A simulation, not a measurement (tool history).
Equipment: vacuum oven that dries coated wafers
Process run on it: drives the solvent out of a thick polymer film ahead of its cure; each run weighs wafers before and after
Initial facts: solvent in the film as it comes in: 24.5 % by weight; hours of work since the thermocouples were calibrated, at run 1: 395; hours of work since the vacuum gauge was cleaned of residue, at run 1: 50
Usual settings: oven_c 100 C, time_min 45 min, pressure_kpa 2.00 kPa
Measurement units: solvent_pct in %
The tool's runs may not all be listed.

run	day	oven_c	time_min	pressure_kpa	hours of work since the thermocouples were calibrated	hours of work since the vacuum gauge was cleaned of residue	solvent_pct
1	0.000	100	45	2.00	395	50	6.24
2	0.954	100	45	2.00	406	61	6.27
3	1.542	100	45	2.00	412	67	6.23
4	2.325	100	45	2.00	421	76	6.41
5	3.358	100	45	2.00	432	87	6.16
6	4.104	100	45	2.00	440	95	6.26
7	5.188	100	45	2.00	452	107	6.45
8	6.233	100	45	2.00	463	118	6.43
9	7.221	100	45	2.00	474	129	6.32
10	7.983	100	23	1.31	482	137	10.37
11	8.904	100	29	7.97	492	147	13.28

5 options for the next run, each taken on its own from the tool as it stands now. Forecast them:
A	9.912	99	57	2.77	503	158	?
B	9.912	100	54	7.97	503	158	?
C	9.912	102	45	2.00	503	158	?
D	9.912	100	28	1.33	503	158	?
E	9.912	100	45	1.17	503	158	?

run	solvent_pct
A	6.09
B	10.54
C	5.52
D	9.04
E	5.64
Without the tool's hidden state the same runs would have given:
run	solvent_pct
A	5.57
B	9.93
C	5.03
D	8.50
E	5.12

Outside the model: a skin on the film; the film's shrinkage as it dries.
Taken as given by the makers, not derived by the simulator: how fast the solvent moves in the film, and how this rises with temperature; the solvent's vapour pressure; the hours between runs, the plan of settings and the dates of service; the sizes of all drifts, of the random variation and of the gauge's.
